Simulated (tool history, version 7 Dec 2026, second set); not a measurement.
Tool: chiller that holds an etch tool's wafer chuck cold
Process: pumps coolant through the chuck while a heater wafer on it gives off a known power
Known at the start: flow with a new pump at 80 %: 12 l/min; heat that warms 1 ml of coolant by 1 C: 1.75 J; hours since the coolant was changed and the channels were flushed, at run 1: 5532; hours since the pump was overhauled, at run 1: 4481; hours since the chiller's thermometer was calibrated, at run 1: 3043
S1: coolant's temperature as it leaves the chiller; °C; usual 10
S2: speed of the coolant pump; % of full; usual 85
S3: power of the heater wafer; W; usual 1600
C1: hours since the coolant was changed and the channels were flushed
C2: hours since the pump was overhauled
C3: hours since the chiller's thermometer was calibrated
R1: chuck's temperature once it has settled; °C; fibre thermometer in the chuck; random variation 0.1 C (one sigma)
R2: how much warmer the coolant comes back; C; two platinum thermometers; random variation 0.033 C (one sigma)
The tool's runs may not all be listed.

run 1 hour=0 | S1=10 S2=85 S3=1600 | C1=5532 C2=4481 C3=3043 | R1=21.2 R2=4.24
run 2 hour=53.4 | S1=10 S2=85 S3=1600 | C1=5586 C2=4534 C3=3096 | R1=21.5 R2=4.28
run 3 hour=130.9 | S1=10 S2=85 S3=1600 | C1=5663 C2=4611 C3=3174 | R1=21.4 R2=4.32
run 4 hour=198.7 | S1=10 S2=61 S3=1600 | C1=5731 C2=4679 C3=3242 | R1=24.9 R2=6.02
run 5 hour=316.7 | S1=10 S2=85 S3=1600 | C1=5849 C2=4797 C3=3360 | R1=21.4 R2=4.25
run 6 hour=368.2 | S1=9 S2=84 S3=1368 | C1=5901 C2=4849 C3=3411 | R1=18.8 R2=3.73
run 7 hour=425.8 | S1=9 S2=84 S3=1368 | C1=5958 C2=4906 C3=3469 | R1=18.6 R2=3.78
run 8 hour=503.9 | S1=3 S2=74 S3=1863 | C1=6036 C2=4985 C3=3547 | R1=18.1 R2=5.73
run 9 hour=572.7 | S1=3 S2=83 S3=1863 | C1=6105 C2=5053 C3=3616 | R1=16.5 R2=5.12
run 10 hour=657 | S1=10 S2=61 S3=1600 | C1=6189 C2=5138 C3=3700 | R1=25.1 R2=6.06

5 ways to go on from here, each from the tool as it stands after run 10. What would each give?
run A hour=710.6 | S1=16 S2=79 S3=1774 | C1=6243 C2=5191 C3=3753 | R1=? R2=?
run B hour=710.6 | S1=10 S2=61 S3=1902 | C1=6243 C2=5191 C3=3753 | R1=? R2=?
run C hour=710.6 | S1=10 S2=73 S3=1600 | C1=6243 C2=5191 C3=3753 | R1=? R2=?
run D hour=710.6 | S1=3 S2=61 S3=1600 | C1=6243 C2=5191 C3=3753 | R1=? R2=?
run E hour=710.6 | S1=12 S2=85 S3=1163 | C1=6243 C2=5191 C3=3753 | R1=? R2=?

run=A R1=29.5 R2=5.24
run=B R1=28 R2=7.18
run=C R1=22.9 R2=4.96
run=D R1=18 R2=6.02
run=E R1=20.3 R2=3.13
Without the tool's hidden state the same runs would have given:
run=A R1=29.5 R2=5.23
run=B R1=27.9 R2=7.18
run=C R1=22.9 R2=4.96
run=D R1=18 R2=6.02
run=E R1=20.3 R2=3.13

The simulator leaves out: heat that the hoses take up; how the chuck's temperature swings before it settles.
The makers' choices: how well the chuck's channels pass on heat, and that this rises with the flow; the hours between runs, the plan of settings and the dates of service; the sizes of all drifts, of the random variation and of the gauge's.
